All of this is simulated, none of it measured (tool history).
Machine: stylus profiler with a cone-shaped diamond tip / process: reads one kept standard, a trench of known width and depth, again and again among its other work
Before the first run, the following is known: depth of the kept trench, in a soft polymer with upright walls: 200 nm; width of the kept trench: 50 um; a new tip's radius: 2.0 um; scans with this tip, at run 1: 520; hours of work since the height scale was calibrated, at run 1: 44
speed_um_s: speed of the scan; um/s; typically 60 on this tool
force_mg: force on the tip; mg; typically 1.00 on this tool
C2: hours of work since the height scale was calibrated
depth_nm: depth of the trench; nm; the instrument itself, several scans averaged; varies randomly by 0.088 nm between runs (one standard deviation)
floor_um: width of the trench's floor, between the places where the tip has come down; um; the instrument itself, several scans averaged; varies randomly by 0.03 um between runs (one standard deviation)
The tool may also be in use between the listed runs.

Run 1, day 0.000: usual settings; scans with this tip 520; C2 44. Result: depth_nm 201.10 nm, floor_um 47.98 um.
Run 2, day 0.808: usual settings; scans with this tip 657; C2 56. Result: depth_nm 201.11 nm, floor_um 47.96 um.
Run 3, day 1.683: usual settings; scans with this tip 806; C2 68. Result: depth_nm 201.18 nm, floor_um 47.95 um.
Run 4, day 2.458: usual settings; scans with this tip 937; C2 79. Result: depth_nm 201.08 nm, floor_um 48.00 um.
Run 5, day 3.312: usual settings; scans with this tip 1082; C2 92. Result: depth_nm 200.99 nm, floor_um 47.93 um.
Run 6, day 4.133: usual settings; scans with this tip 1222; C2 103. Result: depth_nm 201.13 nm, floor_um 48.00 um.
Run 7, day 4.650: usual settings; scans with this tip 1310; C2 111. Result: depth_nm 201.08 nm, floor_um 47.91 um.
Run 8, day 5.204: usual settings; scans with this tip 1404; C2 119. Result: depth_nm 201.05 nm, floor_um 47.93 um.
Run 9, day 6.117: usual settings; scans with this tip 1559; C2 132. Result: depth_nm 201.03 nm, floor_um 47.92 um.
Run 10, day 7.025: usual settings; scans with this tip 1713; C2 145. Result: depth_nm 201.21 nm, floor_um 47.93 um.
Run 11, day 7.525: usual settings; scans with this tip 1798; C2 152. Result: depth_nm 200.99 nm, floor_um 47.89 um.
Run 12, day 8.017: usual settings; scans with this tip 1881; C2 159. Result: depth_nm 201.15 nm, floor_um 47.89 um.
Run 13, day 8.808: usual settings; scans with this tip 2016; C2 171. Result: depth_nm 201.10 nm, floor_um 47.91 um.
Run 14, day 9.462: usual settings; scans with this tip 2127; C2 180. Result: depth_nm 201.14 nm, floor_um 47.95 um.
Run 15, day 9.942: usual settings but speed_um_s 47 um/s; scans with this tip 2209; C2 187. Result: depth_nm 201.15 nm, floor_um 47.99 um.
Run 16, day 10.400: usual settings but speed_um_s 47 um/s; scans with this tip 2286; C2 194. Result: depth_nm 201.19 nm, floor_um 47.91 um.
Run 17, day 10.833: usual settings; scans with this tip 2360; C2 200. Result: depth_nm 200.96 nm, floor_um 47.91 um.
Run 18, day 11.450: usual settings; scans with this tip 2465; C2 209. Result: depth_nm 201.18 nm, floor_um 47.90 um.
Run 19, day 11.938: usual settings; scans with this tip 2547; C2 216. Result: depth_nm 201.11 nm, floor_um 47.89 um.
Run 20, day 12.742: usual settings; scans with this tip 2684; C2 227. Result: depth_nm 201.34 nm, floor_um 47.87 um.
Run 21, day 13.588: usual settings; scans with this tip 2828; C2 239. Result: depth_nm 201.19 nm, floor_um 47.89 um.
Run 22, day 14.125: usual settings but speed_um_s 16 um/s, force_mg 0.36 mg; scans with this tip 2919; C2 247. Result: depth_nm 200.54 nm, floor_um 47.98 um.
Run 23, day 14.817: usual settings but speed_um_s 19 um/s, force_mg 0.53 mg; scans with this tip 3037; C2 257. Result: depth_nm 200.80 nm, floor_um 48.01 um.
Run 24, day 15.271: usual settings but speed_um_s 17 um/s, force_mg 0.48 mg; scans with this tip 3114; C2 264. Result: depth_nm 200.78 nm, floor_um 48.04 um.
Run 25, day 15.929: usual settings but speed_um_s 17 um/s, force_mg 0.48 mg; scans with this tip 3226; C2 273. Result: depth_nm 200.59 nm, floor_um 47.98 um.
Run 26, day 16.508: usual settings but speed_um_s 31 um/s, force_mg 0.50 mg; scans with this tip 3324; C2 281. Result: depth_nm 200.69 nm, floor_um 47.88 um.
Run 27, day 16.962: usual settings but speed_um_s 16 um/s, force_mg 0.50 mg; scans with this tip 3401; C2 288. Result: depth_nm 200.82 nm, floor_um 48.03 um.
Run 28, day 17.379: usual settings but speed_um_s 16 um/s, force_mg 0.93 mg; scans with this tip 3471; C2 294. Result: depth_nm 201.10 nm, floor_um 48.02 um.
Run 29, day 17.800: usual settings but speed_um_s 16 um/s, force_mg 0.93 mg; scans with this tip 3543; C2 300. Result: depth_nm 201.20 nm, floor_um 48.07 um.
Run 30, day 18.675: usual settings but speed_um_s 72 um/s, force_mg 0.50 mg; scans with this tip 3692; C2 313. Result: depth_nm 200.77 nm, floor_um 47.63 um.
Run 31, day 19.079: usual settings but speed_um_s 21 um/s, force_mg 2.67 mg; scans with this tip 3761; C2 318. Result: depth_nm 202.25 nm, floor_um 48.04 um.
Run 32, day 19.646: usual settings but speed_um_s 81 um/s, force_mg 0.97 mg; scans with this tip 3857; C2 327. Result: depth_nm 201.15 nm, floor_um 47.80 um.
Run 33, day 20.512: usual settings but speed_um_s 81 um/s, force_mg 0.97 mg; scans with this tip 4004; C2 339. Result: depth_nm 201.28 nm, floor_um 47.70 um.
Run 34, day 21.296: usual settings but speed_um_s 81 um/s, force_mg 0.97 mg; scans with this tip 4137; C2 350. Result: depth_nm 201.14 nm, floor_um 47.75 um.
Run 35, day 21.821: usual settings but speed_um_s 118 um/s, force_mg 0.85 mg; scans with this tip 4226; C2 358. Result: depth_nm 201.15 nm, floor_um 47.55 um.
Run 36, day 22.512: usual settings but speed_um_s 53 um/s, force_mg 0.90 mg; scans with this tip 4343; C2 368. Result: depth_nm 201.16 nm, floor_um 47.80 um.
Run 37, day 23.204: usual settings but speed_um_s 23 um/s; scans with this tip 4461; C2 378. Result: depth_nm 201.25 nm, floor_um 47.95 um.
Run 38, day 23.800: usual settings but force_mg 0.76 mg; scans with this tip 4562; C2 386. Result: depth_nm 201.07 nm, floor_um 47.74 um.
Run 39, day 24.646: usual settings but force_mg 0.76 mg; scans with this tip 4706; C2 398. Result: depth_nm 201.05 nm, floor_um 47.79 um.

Below are 3 alternative next runs, each starting from the tool's condition after run 39. Predict each:
Run A, day 25.146: usual settings but speed_um_s 28 um/s, force_mg 0.45 mg; scans with this tip 4791; C2 406. Result: depth_nm ?, floor_um ?.
Run B, day 25.146: usual settings but force_mg 1.77 mg; scans with this tip 4791; C2 406. Result: depth_nm ?, floor_um ?.
Run C, day 25.146: usual settings but speed_um_s 53 um/s, force_mg 2.08 mg; scans with this tip 4791; C2 406. Result: depth_nm ?, floor_um ?.

run  depth_nm  floor_um
  A    200.73     47.89
  B    201.71     47.85
  C    202.00     47.92
Take away the tool's hidden state, keep each run's random variation, and the runs would have read:
run  depth_nm  floor_um
  A    200.60     48.10
  B    201.58     48.06
  C    201.88     48.13
